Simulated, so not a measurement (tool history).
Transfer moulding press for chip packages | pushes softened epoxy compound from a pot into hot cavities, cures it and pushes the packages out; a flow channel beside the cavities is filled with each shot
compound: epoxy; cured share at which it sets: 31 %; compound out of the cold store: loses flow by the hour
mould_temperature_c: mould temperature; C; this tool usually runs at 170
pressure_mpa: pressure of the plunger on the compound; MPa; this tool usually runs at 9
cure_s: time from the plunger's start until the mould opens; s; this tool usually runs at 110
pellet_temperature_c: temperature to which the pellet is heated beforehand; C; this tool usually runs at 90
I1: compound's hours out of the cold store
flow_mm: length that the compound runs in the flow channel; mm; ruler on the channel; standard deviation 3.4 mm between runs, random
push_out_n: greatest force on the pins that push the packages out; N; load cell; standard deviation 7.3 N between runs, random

Run 1, hour 0: usual settings; I1 13.4. Result: flow_mm 922 mm, push_out_n 608 N.
At hour 4.7: cavities cleaned with cleaning compound and waxed.
Run 2, hour 20.7: usual settings; I1 30.6. Result: flow_mm 864 mm, push_out_n 366 N.
Run 3, hour 40: usual settings; I1 10.8. Result: flow_mm 928 mm, push_out_n 421 N.
Run 4, hour 60.9: usual settings but mould_temperature_c 167 C; I1 30.4. Result: flow_mm 878 mm, push_out_n 545 N.
Run 5, hour 82.7: usual settings; I1 47.4. Result: flow_mm 819 mm, push_out_n 487 N.
Run 6, hour 107.9: usual settings; I1 26.1. Result: flow_mm 875 mm, push_out_n 541 N.
At hour 138.5: cavities cleaned with cleaning compound and waxed.
Run 7, hour 152.5: usual settings; I1 40.4. Result: flow_mm 830 mm, push_out_n 343 N.
Run 8, hour 193.5: usual settings but pressure_mpa 9.15 MPa; I1 39.8. Result: flow_mm 835 mm, push_out_n 448 N.
Run 9, hour 216: usual settings but mould_temperature_c 164 C, pressure_mpa 9.15 MPa; I1 47.7. Result: flow_mm 835 mm, push_out_n 764 N.
Run 10, hour 247.5: usual settings but mould_temperature_c 164 C, pressure_mpa 9.15 MPa; I1 16.7. Result: flow_mm 928 mm, push_out_n 914 N.
At hour 270.4: cavities cleaned with cleaning compound and waxed.
Run 11, hour 280.6: usual settings but mould_temperature_c 164 C, pressure_mpa 9.15 MPa; I1 33.1. Result: flow_mm 875 mm, push_out_n 538 N.
Run 12, hour 308.6: usual settings; I1 10.5. Result: flow_mm 912 mm, push_out_n 449 N.
Run 13, hour 329.6: usual settings but pressure_mpa 7.91 MPa; I1 41.7. Result: flow_mm 770 mm, push_out_n 441 N.
Run 14, hour 364.3: usual settings but pressure_mpa 7.91 MPa; I1 33.5. Result: flow_mm 795 mm, push_out_n 520 N.
Run 15, hour 387.4: usual settings but pressure_mpa 7.91 MPa; I1 26.2. Result: flow_mm 808 mm, push_out_n 566 N.
At hour 401.6: cavities cleaned with cleaning compound and waxed.
Run 16, hour 426.7: usual settings but pressure_mpa 9.24 MPa, pellet_temperature_c 100 C; I1 11.6. Result: flow_mm 915 mm, push_out_n 395 N.
Run 17, hour 456.5: usual settings but pressure_mpa 9.24 MPa, pellet_temperature_c 100 C; I1 21.9. Result: flow_mm 885 mm, push_out_n 464 N.
Run 18, hour 490.5: usual settings but mould_temperature_c 166 C, pellet_temperature_c 81 C; I1 36.9. Result: flow_mm 839 mm, push_out_n 710 N.
Run 19, hour 510: usual settings but mould_temperature_c 166 C, pellet_temperature_c 97 C; I1 42.4. Result: flow_mm 820 mm, push_out_n 699 N.
At hour 534.3: cavities cleaned with cleaning compound and waxed.
Run 20, hour 541.6: usual settings but mould_temperature_c 166 C, pellet_temperature_c 97 C; I1 25.9. Result: flow_mm 873 mm, push_out_n 449 N.
Run 21, hour 584.5: usual settings but mould_temperature_c 166 C, pellet_temperature_c 97 C; I1 23.6. Result: flow_mm 867 mm, push_out_n 622 N.
Run 22, hour 616.3: usual settings but mould_temperature_c 166 C, pressure_mpa 10.92 MPa, pellet_temperature_c 97 C; I1 47.6. Result: flow_mm 877 mm, push_out_n 665 N.

Run 23 has not been measured yet. What should we expect?
Run 23, hour 657.7: usual settings but mould_temperature_c 166 C, pressure_mpa 10.92 MPa, pellet_temperature_c 97 C; I1 21.3. Result: flow_mm ?, push_out_n ?.

flow_mm: 967 mm
push_out_n: 818 N
If the tool had no hidden condition, the same run with the same run-to-run variation would have returned flow_mm 1009 mm, push_out_n 413 N.
